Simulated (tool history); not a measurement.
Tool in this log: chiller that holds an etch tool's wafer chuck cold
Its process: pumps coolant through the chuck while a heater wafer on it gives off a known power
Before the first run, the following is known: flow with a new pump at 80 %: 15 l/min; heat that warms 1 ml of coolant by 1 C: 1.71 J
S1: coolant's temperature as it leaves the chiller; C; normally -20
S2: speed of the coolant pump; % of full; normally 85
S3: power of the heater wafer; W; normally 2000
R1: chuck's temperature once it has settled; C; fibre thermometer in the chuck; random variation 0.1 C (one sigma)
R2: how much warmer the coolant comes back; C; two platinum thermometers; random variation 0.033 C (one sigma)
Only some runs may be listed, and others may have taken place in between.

run    hour   S1  S2    S3    R1    R2
  1     0.0  -20  85  2000   2.4  4.39
      105.3  -- chiller's thermometer calibrated
  2   105.3  -20  85  2000   2.1  4.44
  3   166.5  -20  85  2030   2.8  4.47
  4   239.8  -20  85  2030   2.5  4.45
  5   317.0  -20  85  2000   2.3  4.35
  6   377.0  -24  85  2000  -1.5  4.37
  7   471.1  -24  85  2000  -1.7  4.31
  8   579.9  -24  85  2000  -1.7  4.25
  9   664.3  -24  85  2000  -1.7  4.30
 10   766.0  -24  85  2000  -1.5  4.22
 11   811.9  -24  85  2000  -1.8  4.23
 12   879.1  -24  85  2000  -1.9  4.23
 13   979.8  -24  85  2000  -1.7  4.20
 14  1058.3  -24  85  2000  -1.9  4.16
 15  1108.9  -24  85  2000  -1.8  4.18
 16  1185.4  -24  85  2000  -1.8  4.12
 17  1284.2  -23  76  1706  -2.0  3.91
 18  1373.9  -20  62  2303  13.6  6.53
 19  1459.1  -15  63  2666  23.1  7.55
 20  1525.6  -15  63  2666  23.1  7.50
 21  1632.3  -19  85  1124  -6.3  2.16
 22  1722.1  -17  94  1124  -5.4  1.91
     1768.9  -- gauge calibrated
 23  1822.9  -17  94  1124  -5.3  2.24
 24  1915.1  -17  94  2110   4.7  4.18
 25  1986.0  -10  77  2160  16.3  5.18
 26  2050.2  -10  77  2160  16.2  5.17
 27  2102.7  -10  77  2160  16.0  5.15
 28  2209.4  -10  77  2160  16.2  5.18
 29  2274.5  -10  77  2160  16.0  5.10
 30  2363.7  -10  77  2160  16.2  5.08
 31  2459.9  -23  77  2160   3.3  5.08

3 options for the next run, each taken on its own from the tool as it stands now. Forecast them:
  A  2524.3  -20  86  2000   ?   ?
  B  2524.3  -10  77  2160   ?   ?
  C  2524.3  -23  97  2160   ?   ?

run    R1    R2
  A   2.0  4.26
  B  16.1  5.03
  C  -1.4  4.07
What these runs would have given with no unlogged condition in the tool:
run    R1    R2
  A   2.0  4.42
  B  16.1  5.20
  C  -1.4  4.23

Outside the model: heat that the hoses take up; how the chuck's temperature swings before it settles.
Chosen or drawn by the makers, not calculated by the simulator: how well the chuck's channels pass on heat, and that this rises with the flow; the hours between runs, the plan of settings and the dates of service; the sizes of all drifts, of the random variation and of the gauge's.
